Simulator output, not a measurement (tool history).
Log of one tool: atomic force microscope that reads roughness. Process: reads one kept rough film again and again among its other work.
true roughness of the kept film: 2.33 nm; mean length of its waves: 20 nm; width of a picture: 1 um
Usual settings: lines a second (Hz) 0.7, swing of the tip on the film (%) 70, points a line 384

run   hour  lines a second (Hz)  swing of the tip on the film (%)  points a line  roughness of the kept film (nm (root mean square))
  1      0                  0.7                                70            384                                               2.016
  2   16.7                  0.7                                70            384                                                1.83
  3     47                  0.7                                70            384                                               1.576
  4   61.8                  0.7                                70            384                                               1.462
      65.2  -- new tip fitted
  5   82.1                  0.7                                70            384                                               1.833
  6   96.3                  0.7                                70            384                                                1.69
  7  122.8                  0.7                                79            384                                               1.489
     129.9  -- new tip fitted
  8  145.4                  0.7                                79            384                                               1.878
  9  174.1                  0.7                                79            384                                               1.621
     194.9  -- new tip fitted
 10  207.5                  0.7                                79            384                                               1.851
 11  230.2                  0.7                                79            384                                               1.686
 12  246.2                3.491                                61            496                                               1.528
     260.8  -- new tip fitted
 13  270.7                3.491                                86            542                                               1.673
 14  291.8                3.491                                86            542                                               1.518
 15  314.2                2.043                                70            808                                               1.522
     325.7  -- new tip fitted
 16    347                2.139                                70            276                                               1.729
 17  361.9                2.139                                70            276                                               1.605
 18  384.1                1.318                                67            334                                               1.491

The next listed run, before its measurement:
     391.6  -- new tip fitted
 19  417.5                  0.7                                72            770                                                   ?

Run 19 gave roughness of the kept film (nm (root mean square)) 1.772.
Without the tool's hidden state the same run would have given roughness of the kept film (nm (root mean square)) 2.05.

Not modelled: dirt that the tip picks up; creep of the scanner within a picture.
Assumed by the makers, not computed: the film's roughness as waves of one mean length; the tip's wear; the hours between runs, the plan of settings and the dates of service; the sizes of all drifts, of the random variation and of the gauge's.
